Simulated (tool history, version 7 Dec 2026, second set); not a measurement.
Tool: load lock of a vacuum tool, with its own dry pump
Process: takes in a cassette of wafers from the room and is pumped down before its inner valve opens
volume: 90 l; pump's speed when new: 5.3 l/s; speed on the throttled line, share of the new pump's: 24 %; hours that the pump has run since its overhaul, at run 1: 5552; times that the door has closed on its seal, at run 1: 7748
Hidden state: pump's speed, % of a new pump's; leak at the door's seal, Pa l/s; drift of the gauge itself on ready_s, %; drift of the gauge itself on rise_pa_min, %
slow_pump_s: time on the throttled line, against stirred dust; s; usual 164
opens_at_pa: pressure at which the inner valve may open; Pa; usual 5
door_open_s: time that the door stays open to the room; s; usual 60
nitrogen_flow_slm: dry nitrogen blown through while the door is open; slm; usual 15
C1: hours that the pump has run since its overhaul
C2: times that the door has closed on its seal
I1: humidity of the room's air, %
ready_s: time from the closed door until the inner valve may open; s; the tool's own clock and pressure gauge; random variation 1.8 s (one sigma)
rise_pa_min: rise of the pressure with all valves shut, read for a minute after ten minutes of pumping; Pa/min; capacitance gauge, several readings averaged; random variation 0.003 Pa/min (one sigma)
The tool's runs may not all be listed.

{"run": 1, "day": 0.0, "slow_pump_s": 164, "opens_at_pa": 5, "door_open_s": 60, "nitrogen_flow_slm": 15, "C1": 5552, "C2": 7748, "I1": 43.2, "ready_s": 300.1, "rise_pa_min": 0.037}
{"run": 2, "day": 23.904, "slow_pump_s": 164, "opens_at_pa": 5, "door_open_s": 210, "nitrogen_flow_slm": 15, "C1": 6126, "C2": 10573, "I1": 46.7, "ready_s": 303.6, "rise_pa_min": 0.072}
{"run": 3, "day": 41.912, "slow_pump_s": 164, "opens_at_pa": 5, "door_open_s": 210, "nitrogen_flow_slm": 15, "C1": 6558, "C2": 12702, "I1": 45, "ready_s": 305.7, "rise_pa_min": 0.073}
{"run": 4, "day": 57.908, "slow_pump_s": 164, "opens_at_pa": 5, "door_open_s": 30, "nitrogen_flow_slm": 15, "C1": 6942, "C2": 14592, "I1": 45.7, "ready_s": 307.2, "rise_pa_min": 0.073}
{"run": 5, "day": 73.396, "slow_pump_s": 164, "opens_at_pa": 5, "door_open_s": 30, "nitrogen_flow_slm": 15, "C1": 7314, "C2": 16422, "I1": 41.6, "ready_s": 306.3, "rise_pa_min": 0.09}
{"run": 6, "day": 89.629, "slow_pump_s": 164, "opens_at_pa": 5, "door_open_s": 30, "nitrogen_flow_slm": 15, "C1": 7703, "C2": 18341, "I1": 45, "ready_s": 307, "rise_pa_min": 0.105}
{"run": 7, "day": 110.158, "slow_pump_s": 164, "opens_at_pa": 5, "door_open_s": 60, "nitrogen_flow_slm": 15, "C1": 8196, "C2": 20767, "I1": 43.5, "ready_s": 305.9, "rise_pa_min": 0.13}
{"run": 8, "day": 131.992, "slow_pump_s": 164, "opens_at_pa": 5, "door_open_s": 60, "nitrogen_flow_slm": 15, "C1": 8720, "C2": 23348, "I1": 44.2, "ready_s": 305.9, "rise_pa_min": 0.154}
{"run": 9, "day": 149.254, "slow_pump_s": 164, "opens_at_pa": 5, "door_open_s": 60, "nitrogen_flow_slm": 15, "C1": 9134, "C2": 25388, "I1": 45.3, "ready_s": 309.9, "rise_pa_min": 0.186}
{"run": 10, "day": 168.271, "slow_pump_s": 252, "opens_at_pa": 5, "door_open_s": 60, "nitrogen_flow_slm": 15, "C1": 9590, "C2": 27635, "I1": 42.2, "ready_s": 372.3, "rise_pa_min": 0.195}
{"run": 11, "day": 191.062, "slow_pump_s": 164, "opens_at_pa": 5, "door_open_s": 60, "nitrogen_flow_slm": 15, "C1": 10138, "C2": 30329, "I1": 39.1, "ready_s": 308.4, "rise_pa_min": 0.239}
{"run": 12, "day": 209.946, "slow_pump_s": 164, "opens_at_pa": 5, "door_open_s": 60, "nitrogen_flow_slm": 15, "C1": 10591, "C2": 32561, "I1": 45.8, "ready_s": 311.8, "rise_pa_min": 0.268}
{"run": 13, "day": 231.192, "slow_pump_s": 164, "opens_at_pa": 7, "door_open_s": 60, "nitrogen_flow_slm": 15, "C1": 11101, "C2": 35072, "I1": 42.6, "ready_s": 304.5, "rise_pa_min": 0.297}
{"run": 14, "day": 249.038, "slow_pump_s": 164, "opens_at_pa": 7, "door_open_s": 60, "nitrogen_flow_slm": 15, "C1": 11529, "C2": 37181, "I1": 46.6, "ready_s": 305.1, "rise_pa_min": 0.319}
{"day": 267.629, "done": "door's seal changed, seat wiped"}
{"run": 15, "day": 272.721, "slow_pump_s": 182, "opens_at_pa": 5, "door_open_s": 60, "nitrogen_flow_slm": 15, "C1": 12096, "C2": 602, "I1": 44, "ready_s": 325.3, "rise_pa_min": 0.014}
{"run": 16, "day": 295.192, "slow_pump_s": 182, "opens_at_pa": 5, "door_open_s": 60, "nitrogen_flow_slm": 15, "C1": 12635, "C2": 3257, "I1": 44.3, "ready_s": 328.8, "rise_pa_min": 0.026}
{"run": 17, "day": 310.612, "slow_pump_s": 182, "opens_at_pa": 5, "door_open_s": 60, "nitrogen_flow_slm": 15, "C1": 13005, "C2": 5080, "I1": 44, "ready_s": 331, "rise_pa_min": 0.03}
{"run": 18, "day": 327.175, "slow_pump_s": 182, "opens_at_pa": 5, "door_open_s": 60, "nitrogen_flow_slm": 15, "C1": 13403, "C2": 7038, "I1": 47.5, "ready_s": 331, "rise_pa_min": 0.038}
{"run": 19, "day": 352.767, "slow_pump_s": 96, "opens_at_pa": 5, "door_open_s": 98, "nitrogen_flow_slm": 11, "C1": 14017, "C2": 10062, "I1": 44.9, "ready_s": 269, "rise_pa_min": 0.064}
{"run": 20, "day": 371.196, "slow_pump_s": 96, "opens_at_pa": 7, "door_open_s": 116, "nitrogen_flow_slm": 11, "C1": 14459, "C2": 12240, "I1": 42.8, "ready_s": 264.5, "rise_pa_min": 0.071}
{"run": 21, "day": 390.471, "slow_pump_s": 96, "opens_at_pa": 7, "door_open_s": 116, "nitrogen_flow_slm": 11, "C1": 14922, "C2": 14518, "I1": 44.6, "ready_s": 265.4, "rise_pa_min": 0.09}
{"run": 22, "day": 410.112, "slow_pump_s": 115, "opens_at_pa": 5, "door_open_s": 60, "nitrogen_flow_slm": 22, "C1": 15393, "C2": 16840, "I1": 41.3, "ready_s": 285.1, "rise_pa_min": 0.098}
{"run": 23, "day": 426.642, "slow_pump_s": 115, "opens_at_pa": 5, "door_open_s": 60, "nitrogen_flow_slm": 22, "C1": 15790, "C2": 18793, "I1": 41.1, "ready_s": 289.2, "rise_pa_min": 0.103}
{"run": 24, "day": 444.592, "slow_pump_s": 252, "opens_at_pa": 5, "door_open_s": 60, "nitrogen_flow_slm": 22, "C1": 16221, "C2": 20915, "I1": 42, "ready_s": 389.8, "rise_pa_min": 0.125}
{"run": 25, "day": 469.65, "slow_pump_s": 184, "opens_at_pa": 5, "door_open_s": 60, "nitrogen_flow_slm": 24, "C1": 16822, "C2": 23876, "I1": 49.8, "ready_s": 339.2, "rise_pa_min": 0.156}
{"run": 26, "day": 491.467, "slow_pump_s": 184, "opens_at_pa": 5, "door_open_s": 60, "nitrogen_flow_slm": 24, "C1": 17346, "C2": 26454, "I1": 46.2, "ready_s": 341.1, "rise_pa_min": 0.184}
{"run": 27, "day": 517.15, "slow_pump_s": 324, "opens_at_pa": 5, "door_open_s": 60, "nitrogen_flow_slm": 23, "C1": 17962, "C2": 29490, "I1": 44.9, "ready_s": 434.5, "rise_pa_min": 0.215}
{"run": 28, "day": 528.821, "slow_pump_s": 143, "opens_at_pa": 5, "door_open_s": 60, "nitrogen_flow_slm": 5, "C1": 18242, "C2": 30869, "I1": 44.4, "ready_s": 314.8, "rise_pa_min": 0.244}
{"run": 29, "day": 550.55, "slow_pump_s": 144, "opens_at_pa": 6, "door_open_s": 224, "nitrogen_flow_slm": 15, "C1": 18764, "C2": 33437, "I1": 45, "ready_s": 309.2, "rise_pa_min": 0.28}
{"day": 568.929, "done": "dry pump taken out, an overhauled one fitted"}
{"run": 30, "day": 576.65, "slow_pump_s": 164, "opens_at_pa": 5, "door_open_s": 60, "nitrogen_flow_slm": 30, "C1": 185, "C2": 36493, "I1": 41.8, "ready_s": 288.2, "rise_pa_min": 0.309}
{"run": 31, "day": 588.421, "slow_pump_s": 164, "opens_at_pa": 5, "door_open_s": 60, "nitrogen_flow_slm": 30, "C1": 468, "C2": 37884, "I1": 44.2, "ready_s": 292.5, "rise_pa_min": 0.332}

Run 32 comes next. What will it give?
{"day": 600.054, "done": "door's seal changed, seat wiped"}
{"run": 32, "day": 607.388, "slow_pump_s": 264, "opens_at_pa": 5, "door_open_s": 92, "nitrogen_flow_slm": 15, "C1": 922, "C2": 867, "I1": 42.6, "ready_s": "?", "rise_pa_min": "?"}

ready_s: 373.1 s
rise_pa_min: 0.021 Pa/min
Without the tool's hidden state the same run would have given ready_s 374.1 s, rise_pa_min 0.018 Pa/min.

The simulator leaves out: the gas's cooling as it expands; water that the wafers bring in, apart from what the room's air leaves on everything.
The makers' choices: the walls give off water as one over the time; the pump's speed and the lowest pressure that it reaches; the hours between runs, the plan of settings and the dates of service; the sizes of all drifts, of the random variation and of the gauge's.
